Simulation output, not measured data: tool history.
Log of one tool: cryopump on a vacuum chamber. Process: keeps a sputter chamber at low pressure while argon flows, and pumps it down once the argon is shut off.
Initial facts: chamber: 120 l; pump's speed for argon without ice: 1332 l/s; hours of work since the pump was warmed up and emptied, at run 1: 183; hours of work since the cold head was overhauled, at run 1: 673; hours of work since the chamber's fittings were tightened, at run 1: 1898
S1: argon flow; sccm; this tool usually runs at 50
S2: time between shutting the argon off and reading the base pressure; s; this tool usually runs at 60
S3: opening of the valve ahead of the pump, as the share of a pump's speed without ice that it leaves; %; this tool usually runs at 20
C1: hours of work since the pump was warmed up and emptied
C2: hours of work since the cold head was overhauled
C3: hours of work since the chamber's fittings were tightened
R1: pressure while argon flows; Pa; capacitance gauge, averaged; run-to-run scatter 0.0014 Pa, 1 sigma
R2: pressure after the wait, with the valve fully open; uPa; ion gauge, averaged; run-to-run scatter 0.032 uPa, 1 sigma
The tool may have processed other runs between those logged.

{"run": 1, "hour": 0.0, "S1": 50, "S2": 60, "S3": 20, "C1": 183, "C2": 673, "C3": 1898, "R1": 0.3217, "R2": 2.38}
{"run": 2, "hour": 13.0, "S1": 50, "S2": 60, "S3": 20, "C1": 191, "C2": 681, "C3": 1906, "R1": 0.3238, "R2": 2.33}
{"run": 3, "hour": 40.5, "S1": 50, "S2": 60, "S3": 36, "C1": 207, "C2": 698, "C3": 1923, "R1": 0.1823, "R2": 2.32}
{"run": 4, "hour": 63.9, "S1": 50, "S2": 60, "S3": 36, "C1": 222, "C2": 713, "C3": 1937, "R1": 0.1829, "R2": 2.34}
{"run": 5, "hour": 86.0, "S1": 50, "S2": 60, "S3": 31, "C1": 235, "C2": 726, "C3": 1950, "R1": 0.2103, "R2": 2.36}
{"run": 6, "hour": 100.8, "S1": 50, "S2": 60, "S3": 31, "C1": 244, "C2": 735, "C3": 1960, "R1": 0.2107, "R2": 2.42}
{"run": 7, "hour": 129.5, "S1": 50, "S2": 186, "S3": 20, "C1": 262, "C2": 753, "C3": 1977, "R1": 0.3246, "R2": 1.35}
{"run": 8, "hour": 151.4, "S1": 50, "S2": 186, "S3": 20, "C1": 275, "C2": 766, "C3": 1991, "R1": 0.3232, "R2": 1.38}
{"run": 9, "hour": 171.3, "S1": 50, "S2": 60, "S3": 20, "C1": 288, "C2": 778, "C3": 2003, "R1": 0.3254, "R2": 2.43}
{"run": 10, "hour": 190.2, "S1": 50, "S2": 60, "S3": 20, "C1": 299, "C2": 790, "C3": 2014, "R1": 0.3274, "R2": 2.45}
{"run": 11, "hour": 203.4, "S1": 27, "S2": 60, "S3": 20, "C1": 307, "C2": 798, "C3": 2022, "R1": 0.1761, "R2": 2.5}
{"run": 12, "hour": 226.7, "S1": 27, "S2": 60, "S3": 20, "C1": 322, "C2": 812, "C3": 2037, "R1": 0.1763, "R2": 2.45}
{"run": 13, "hour": 248.2, "S1": 27, "S2": 60, "S3": 20, "C1": 335, "C2": 826, "C3": 2050, "R1": 0.1767, "R2": 2.38}
{"run": 14, "hour": 273.1, "S1": 50, "S2": 60, "S3": 36, "C1": 350, "C2": 841, "C3": 2065, "R1": 0.1833, "R2": 2.45}
{"run": 15, "hour": 285.7, "S1": 50, "S2": 40, "S3": 20, "C1": 358, "C2": 849, "C3": 2073, "R1": 0.3266, "R2": 3.19}
{"run": 16, "hour": 307.6, "S1": 50, "S2": 60, "S3": 46, "C1": 371, "C2": 862, "C3": 2086, "R1": 0.1474, "R2": 2.36}
{"run": 17, "hour": 332.8, "S1": 49, "S2": 60, "S3": 20, "C1": 387, "C2": 877, "C3": 2102, "R1": 0.3206, "R2": 2.51}
{"run": 18, "hour": 360.5, "S1": 49, "S2": 60, "S3": 20, "C1": 404, "C2": 894, "C3": 2119, "R1": 0.3219, "R2": 2.51}
{"run": 19, "hour": 382.2, "S1": 49, "S2": 60, "S3": 20, "C1": 417, "C2": 908, "C3": 2132, "R1": 0.3242, "R2": 2.44}
{"run": 20, "hour": 399.8, "S1": 24, "S2": 86, "S3": 60, "C1": 428, "C2": 919, "C3": 2143, "R1": 0.0566, "R2": 2.09}
{"run": 21, "hour": 415.7, "S1": 55, "S2": 60, "S3": 35, "C1": 438, "C2": 928, "C3": 2153, "R1": 0.2117, "R2": 2.55}
{"run": 22, "hour": 434.4, "S1": 55, "S2": 60, "S3": 35, "C1": 449, "C2": 940, "C3": 2164, "R1": 0.2134, "R2": 2.5}
{"run": 23, "hour": 446.6, "S1": 25, "S2": 26, "S3": 20, "C1": 456, "C2": 947, "C3": 2172, "R1": 0.1654, "R2": 4.55}
{"run": 24, "hour": 467.2, "S1": 25, "S2": 26, "S3": 20, "C1": 469, "C2": 960, "C3": 2184, "R1": 0.1642, "R2": 4.39}
{"run": 25, "hour": 486.3, "S1": 25, "S2": 26, "S3": 20, "C1": 481, "C2": 972, "C3": 2196, "R1": 0.1649, "R2": 4.52}
{"hour": 499.4, "done": "pump warmed up, emptied and cooled again"}
{"run": 26, "hour": 511.7, "S1": 25, "S2": 26, "S3": 20, "C1": 8, "C2": 984, "C3": 2208, "R1": 0.1592, "R2": 4.34}
{"run": 27, "hour": 527.7, "S1": 25, "S2": 26, "S3": 20, "C1": 17, "C2": 994, "C3": 2218, "R1": 0.1613, "R2": 4.35}
{"run": 28, "hour": 542.5, "S1": 25, "S2": 26, "S3": 20, "C1": 26, "C2": 1003, "C3": 2227, "R1": 0.1591, "R2": 4.18}
{"run": 29, "hour": 571.2, "S1": 25, "S2": 26, "S3": 20, "C1": 44, "C2": 1021, "C3": 2245, "R1": 0.1593, "R2": 4.19}
{"run": 30, "hour": 591.0, "S1": 31, "S2": 26, "S3": 20, "C1": 56, "C2": 1033, "C3": 2257, "R1": 0.1978, "R2": 4.31}
{"run": 31, "hour": 619.5, "S1": 31, "S2": 26, "S3": 20, "C1": 74, "C2": 1050, "C3": 2274, "R1": 0.1986, "R2": 4.31}
{"run": 32, "hour": 637.0, "S1": 24, "S2": 51, "S3": 50, "C1": 84, "C2": 1061, "C3": 2285, "R1": 0.0623, "R2": 2.65}
{"run": 33, "hour": 660.6, "S1": 21, "S2": 298, "S3": 20, "C1": 99, "C2": 1075, "C3": 2300, "R1": 0.1341, "R2": 1.26}
{"run": 34, "hour": 680.6, "S1": 52, "S2": 30, "S3": 36, "C1": 111, "C2": 1088, "C3": 2312, "R1": 0.1866, "R2": 3.91}

What if the next run were any one of these 3? Each begins from the tool's condition after run 34:
{"run": "A", "hour": 701.7, "S1": 45, "S2": 60, "S3": 22, "C1": 124, "C2": 1101, "C3": 2325, "R1": "?", "R2": "?"}
{"run": "B", "hour": 701.7, "S1": 53, "S2": 60, "S3": 30, "C1": 124, "C2": 1101, "C3": 2325, "R1": "?", "R2": "?"}
{"run": "C", "hour": 701.7, "S1": 52, "S2": 45, "S3": 36, "C1": 124, "C2": 1101, "C3": 2325, "R1": "?", "R2": "?"}

run=A R1=0.2638 R2=2.47
run=B R1=0.2279 R2=2.55
run=C R1=0.1864 R2=2.93
Without the tool's hidden state the same runs would have given:
run=A R1=0.2601 R2=1.7
run=B R1=0.2235 R2=1.75
run=C R1=0.1821 R2=2.16
